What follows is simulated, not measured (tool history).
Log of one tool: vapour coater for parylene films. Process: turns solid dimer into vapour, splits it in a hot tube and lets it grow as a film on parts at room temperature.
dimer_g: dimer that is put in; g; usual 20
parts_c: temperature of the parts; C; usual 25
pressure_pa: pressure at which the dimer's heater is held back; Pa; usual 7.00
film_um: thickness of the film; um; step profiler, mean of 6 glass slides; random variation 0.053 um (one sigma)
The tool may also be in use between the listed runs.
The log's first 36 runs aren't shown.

run,hour,dimer_g,parts_c,pressure_pa,film_um
37,821.6,14,25,2.77,5.01
38,853.1,9,32,5.08,2.06
39,870.5,17,26,3.13,5.66
40,892.7,17,26,3.13,5.71
41,917.2,11,22,3.83,4.00
# hour 940.8: trap's valve overhauled
42,940.8,12,18,11.69,4.07
43,955.7,12,18,11.69,4.14
44,985.2,20,25,3.04,7.32

Forecast each of these 3 alternatives for the next run:
A,1011.5,15,34,8.02,?
B,1011.5,28,25,9.30,?
C,1011.5,12,35,3.06,?

run,film_um
A,3.04
B,7.74
C,3.00
Without the tool's hidden state the same runs would have given:
run,film_um
A,3.11
B,7.94
C,3.07
